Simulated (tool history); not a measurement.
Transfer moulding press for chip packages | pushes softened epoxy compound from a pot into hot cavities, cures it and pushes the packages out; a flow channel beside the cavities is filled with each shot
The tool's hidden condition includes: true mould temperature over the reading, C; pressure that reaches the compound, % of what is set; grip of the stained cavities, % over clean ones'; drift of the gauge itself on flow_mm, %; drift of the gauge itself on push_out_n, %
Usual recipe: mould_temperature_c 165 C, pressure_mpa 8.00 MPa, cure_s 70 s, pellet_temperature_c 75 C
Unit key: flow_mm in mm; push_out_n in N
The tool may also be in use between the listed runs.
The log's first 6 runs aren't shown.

run,day,mould_temperature_c,pressure_mpa,cure_s,pellet_temperature_c,hours of work since the mould's thermocouples were calibrated,shots since the plunger's rings were changed,shots since the cavities were cleaned,incoming compound's hours out of the cold store,flow_mm,push_out_n
7,1.792,165,7.20,70,75,50,1319,818,9.8,755,817
8,2.008,165,7.20,70,75,52,1371,870,45.1,680,770
9,2.333,165,7.20,70,75,56,1448,947,41.6,681,770
# day 2.550: cavities cleaned with cleaning compound and waxed
10,2.783,165,7.20,70,75,60,1540,55,9.7,750,517
11,3.004,165,8.00,70,83,62,1592,107,11.7,780,532
12,3.221,165,8.00,72,83,64,1643,158,26.8,748,513
13,3.700,165,8.85,70,75,69,1757,272,18.6,810,648
14,4.071,165,8.85,70,75,73,1845,360,46.2,741,645
15,4.367,165,8.00,99,75,76,1915,430,11.6,779,458
16,4.588,165,8.00,99,75,78,1967,482,11.1,781,465
17,5.033,165,8.00,99,84,83,2073,588,24.9,747,461
18,5.304,165,6.80,99,66,85,2137,652,37.9,665,485
19,5.671,159,8.55,66,67,89,2223,738,23.5,801,1405
20,5.900,162,8.96,79,67,91,2278,793,16.0,823,737
21,6.117,165,6.66,70,75,94,2329,844,12.8,707,796
22,6.362,165,8.00,67,75,96,2388,903,34.0,725,847
# day 6.750: cavities cleaned with cleaning compound and waxed
23,6.850,163,8.00,70,75,100,2488,23,17.8,769,520
24,7.175,163,7.41,70,69,104,2565,100,43.5,682,584
25,7.567,163,6.19,70,78,108,2659,194,24.5,659,681
26,7.925,165,9.04,70,75,111,2743,278,11.5,823,640
27,8.225,165,7.62,64,73,115,2814,349,30.2,710,873
28,8.583,165,7.62,64,73,118,2899,434,16.8,739,916
29,9.029,163,7.36,85,72,123,3005,540,23.8,718,547
30,9.508,163,7.36,85,72,128,3118,653,36.3,683,522

Here are 3 independent what-if runs from the current tool condition. What would each one return?
A,9.754,160,9.76,70,81,130,3176,711,20.6,?,?
B,9.754,167,8.00,99,75,130,3176,711,28.3,?,?
C,9.754,165,9.73,52,83,130,3176,711,36.6,?,?

run,flow_mm,push_out_n
A,842,1035
B,722,471
C,780,1558
Had the tool no hidden state, the same runs would have come out as:
run,flow_mm,push_out_n
A,883,568
B,757,257
C,818,854

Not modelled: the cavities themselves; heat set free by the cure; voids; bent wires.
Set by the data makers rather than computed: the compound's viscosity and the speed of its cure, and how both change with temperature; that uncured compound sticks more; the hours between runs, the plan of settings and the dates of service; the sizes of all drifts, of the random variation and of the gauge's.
